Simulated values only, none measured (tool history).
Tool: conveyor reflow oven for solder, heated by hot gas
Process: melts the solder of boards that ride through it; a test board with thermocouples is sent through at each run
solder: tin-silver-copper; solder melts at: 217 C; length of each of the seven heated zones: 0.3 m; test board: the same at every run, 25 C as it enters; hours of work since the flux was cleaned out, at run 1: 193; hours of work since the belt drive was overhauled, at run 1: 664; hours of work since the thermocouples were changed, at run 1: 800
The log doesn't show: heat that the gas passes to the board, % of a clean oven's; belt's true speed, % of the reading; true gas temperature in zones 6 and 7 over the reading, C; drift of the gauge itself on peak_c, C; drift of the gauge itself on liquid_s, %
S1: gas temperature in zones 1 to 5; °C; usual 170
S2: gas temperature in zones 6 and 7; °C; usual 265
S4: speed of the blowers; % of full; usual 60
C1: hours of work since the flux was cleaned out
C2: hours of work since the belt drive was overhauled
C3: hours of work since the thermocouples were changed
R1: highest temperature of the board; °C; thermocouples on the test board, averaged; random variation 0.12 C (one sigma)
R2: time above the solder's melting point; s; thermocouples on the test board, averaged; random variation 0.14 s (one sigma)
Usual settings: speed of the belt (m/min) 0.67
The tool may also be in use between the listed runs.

{"run": 1, "hour": 0.0, "S1": 170, "S2": 265, "speed of the belt (m/min)": 0.67, "S4": 60, "C1": 193, "C2": 664, "C3": 800, "R1": 245.8, "R2": 35.7}
{"run": 2, "hour": 32.1, "S1": 170, "S2": 265, "speed of the belt (m/min)": 0.766, "S4": 60, "C1": 207, "C2": 678, "C3": 814, "R1": 240.7, "R2": 27.1}
{"run": 3, "hour": 69.9, "S1": 170, "S2": 265, "speed of the belt (m/min)": 0.67, "S4": 67, "C1": 223, "C2": 694, "C3": 830, "R1": 247.4, "R2": 37.1}
{"run": 4, "hour": 98.0, "S1": 170, "S2": 265, "speed of the belt (m/min)": 0.67, "S4": 60, "C1": 235, "C2": 706, "C3": 842, "R1": 245.8, "R2": 35.4}
{"hour": 134.6, "done": "flux residue cleaned out of gas plates and filters"}
{"run": 5, "hour": 143.9, "S1": 170, "S2": 265, "speed of the belt (m/min)": 0.67, "S4": 60, "C1": 4, "C2": 723, "C3": 859, "R1": 245.1, "R2": 35.3}
{"run": 6, "hour": 180.5, "S1": 170, "S2": 265, "speed of the belt (m/min)": 0.67, "S4": 60, "C1": 20, "C2": 739, "C3": 875, "R1": 245, "R2": 35.2}
{"run": 7, "hour": 219.4, "S1": 170, "S2": 265, "speed of the belt (m/min)": 0.67, "S4": 60, "C1": 36, "C2": 756, "C3": 892, "R1": 245, "R2": 35.3}
{"run": 8, "hour": 240.4, "S1": 170, "S2": 265, "speed of the belt (m/min)": 0.764, "S4": 60, "C1": 45, "C2": 764, "C3": 901, "R1": 239.8, "R2": 26.7}
{"run": 9, "hour": 277.2, "S1": 170, "S2": 265, "speed of the belt (m/min)": 0.764, "S4": 60, "C1": 61, "C2": 780, "C3": 916, "R1": 239.8, "R2": 26.6}
{"run": 10, "hour": 297.5, "S1": 176, "S2": 265, "speed of the belt (m/min)": 0.67, "S4": 60, "C1": 69, "C2": 789, "C3": 925, "R1": 246, "R2": 37.5}
{"run": 11, "hour": 325.4, "S1": 176, "S2": 265, "speed of the belt (m/min)": 0.67, "S4": 60, "C1": 81, "C2": 801, "C3": 937, "R1": 245.9, "R2": 37.5}
{"run": 12, "hour": 364.3, "S1": 176, "S2": 265, "speed of the belt (m/min)": 0.67, "S4": 60, "C1": 98, "C2": 817, "C3": 953, "R1": 245.9, "R2": 37.3}
{"hour": 383.1, "done": "flux residue cleaned out of gas plates and filters, once more"}
{"run": 13, "hour": 404.2, "S1": 176, "S2": 265, "speed of the belt (m/min)": 0.67, "S4": 60, "C1": 9, "C2": 832, "C3": 968, "R1": 247.5, "R2": 38.8}
{"hour": 429.2, "done": "thermocouples of zones 6 and 7 changed"}
{"run": 14, "hour": 439.4, "S1": 181, "S2": 265, "speed of the belt (m/min)": 0.739, "S4": 60, "C1": 23, "C2": 846, "C3": 4, "R1": 246.2, "R2": 35}
{"run": 15, "hour": 459.5, "S1": 158, "S2": 267, "speed of the belt (m/min)": 0.67, "S4": 60, "C1": 32, "C2": 855, "C3": 13, "R1": 246.8, "R2": 33.9}
{"run": 16, "hour": 487.1, "S1": 157, "S2": 267, "speed of the belt (m/min)": 0.611, "S4": 60, "C1": 43, "C2": 866, "C3": 25, "R1": 249.6, "R2": 39.8}
{"run": 17, "hour": 513.4, "S1": 160, "S2": 267, "speed of the belt (m/min)": 0.611, "S4": 86, "C1": 55, "C2": 878, "C3": 36, "R1": 255.6, "R2": 45.1}
{"run": 18, "hour": 545.1, "S1": 170, "S2": 270, "speed of the belt (m/min)": 0.67, "S4": 60, "C1": 68, "C2": 891, "C3": 49, "R1": 251, "R2": 39.3}
{"run": 19, "hour": 570.9, "S1": 174, "S2": 270, "speed of the belt (m/min)": 0.589, "S4": 59, "C1": 79, "C2": 902, "C3": 60, "R1": 255.7, "R2": 49.7}
{"run": 20, "hour": 610.9, "S1": 170, "S2": 256, "speed of the belt (m/min)": 0.67, "S4": 65, "C1": 96, "C2": 919, "C3": 77, "R1": 240.4, "R2": 32.7}
{"run": 21, "hour": 644.8, "S1": 170, "S2": 274, "speed of the belt (m/min)": 0.686, "S4": 60, "C1": 111, "C2": 934, "C3": 92, "R1": 253.8, "R2": 39.8}
{"run": 22, "hour": 686.4, "S1": 170, "S2": 265, "speed of the belt (m/min)": 0.671, "S4": 60, "C1": 128, "C2": 951, "C3": 109, "R1": 246.8, "R2": 36.8}
{"run": 23, "hour": 733.1, "S1": 183, "S2": 265, "speed of the belt (m/min)": 0.671, "S4": 60, "C1": 148, "C2": 971, "C3": 129, "R1": 249.1, "R2": 42}

Forecast each of these 4 alternatives for the next run:
{"run": "A", "hour": 756.6, "S1": 157, "S2": 262, "speed of the belt (m/min)": 0.549, "S4": 60, "C1": 158, "C2": 981, "C3": 139, "R1": "?", "R2": "?"}
{"run": "B", "hour": 756.6, "S1": 159, "S2": 279, "speed of the belt (m/min)": 0.67, "S4": 60, "C1": 158, "C2": 981, "C3": 139, "R1": "?", "R2": "?"}
{"run": "C", "hour": 756.6, "S1": 183, "S2": 265, "speed of the belt (m/min)": 0.671, "S4": 50, "C1": 158, "C2": 981, "C3": 139, "R1": "?", "R2": "?"}
{"run": "D", "hour": 756.6, "S1": 183, "S2": 265, "speed of the belt (m/min)": 0.671, "S4": 51, "C1": 158, "C2": 981, "C3": 139, "R1": "?", "R2": "?"}

run=A R1=248.1 R2=44.3
run=B R1=256.8 R2=39.8
run=C R1=246.3 R2=39.5
run=D R1=246.5 R2=40.1
Without the tool's hidden state the same runs would have given:
run=A R1=248.2 R2=43
run=B R1=256.9 R2=38.6
run=C R1=246.2 R2=38.2
run=D R1=246.5 R2=38.8
